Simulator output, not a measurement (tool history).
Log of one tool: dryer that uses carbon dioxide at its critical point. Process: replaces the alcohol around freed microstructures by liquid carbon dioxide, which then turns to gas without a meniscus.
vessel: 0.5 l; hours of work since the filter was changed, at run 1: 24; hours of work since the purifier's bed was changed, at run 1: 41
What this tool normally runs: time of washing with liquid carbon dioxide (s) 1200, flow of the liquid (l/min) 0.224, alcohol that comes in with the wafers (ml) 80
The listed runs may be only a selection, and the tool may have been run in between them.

| run | hour | time of washing with liquid carbon dioxide (s) | flow of the liquid (l/min) | alcohol that comes in with the wafers (ml) | hours of work since the filter was changed | hours of work since the purifier's bed was changed | alcohol left in the vessel before it's heated (ppm by volume) |
|---|---|---|---|---|---|---|---|
| 1 | 0.0 | 1200 | 0.224 | 80 | 24 | 41 | 151 |
| 2 | 11.5 | 1200 | 0.224 | 80 | 30 | 47 | 142 |
| 3 | 22.9 | 1200 | 0.224 | 29 | 36 | 53 | 51 |
| 4 | 35.7 | 1200 | 0.224 | 29 | 43 | 60 | 65 |
| 5 | 42.9 | 1200 | 0.224 | 80 | 47 | 64 | 149 |
| 6 | 49.5 | 1200 | 0.224 | 22 | 50 | 67 | 58 |
| 7 | 59.9 | 780 | 0.224 | 80 | 56 | 73 | 1599 |
| 8 | 71.6 | 780 | 0.224 | 80 | 62 | 79 | 1612 |
| 9 | 79.0 | 780 | 0.224 | 116 | 66 | 83 | 2343 |
| 10 | 84.8 | 780 | 0.224 | 116 | 69 | 86 | 2449 |
| 11 | 95.1 | 1260 | 0.224 | 80 | 74 | 92 | 102 |
| 12 | 107.3 | 1260 | 0.224 | 80 | 81 | 98 | 126 |
| 13 | 112.5 | 840 | 0.224 | 80 | 84 | 101 | 1206 |
| 14 | 125.2 | 840 | 0.224 | 80 | 90 | 108 | 1180 |

Expected results for the next run?
| 15 | 131.0 | 1140 | 0.216 | 80 | 93 | 111 | ? |

{"run 15": {"alcohol left in the vessel before it's heated (ppm by volume)": 282}}
The same run, on a tool lacking any hidden state, would have yielded alcohol left in the vessel before it's heated (ppm by volume) 228.

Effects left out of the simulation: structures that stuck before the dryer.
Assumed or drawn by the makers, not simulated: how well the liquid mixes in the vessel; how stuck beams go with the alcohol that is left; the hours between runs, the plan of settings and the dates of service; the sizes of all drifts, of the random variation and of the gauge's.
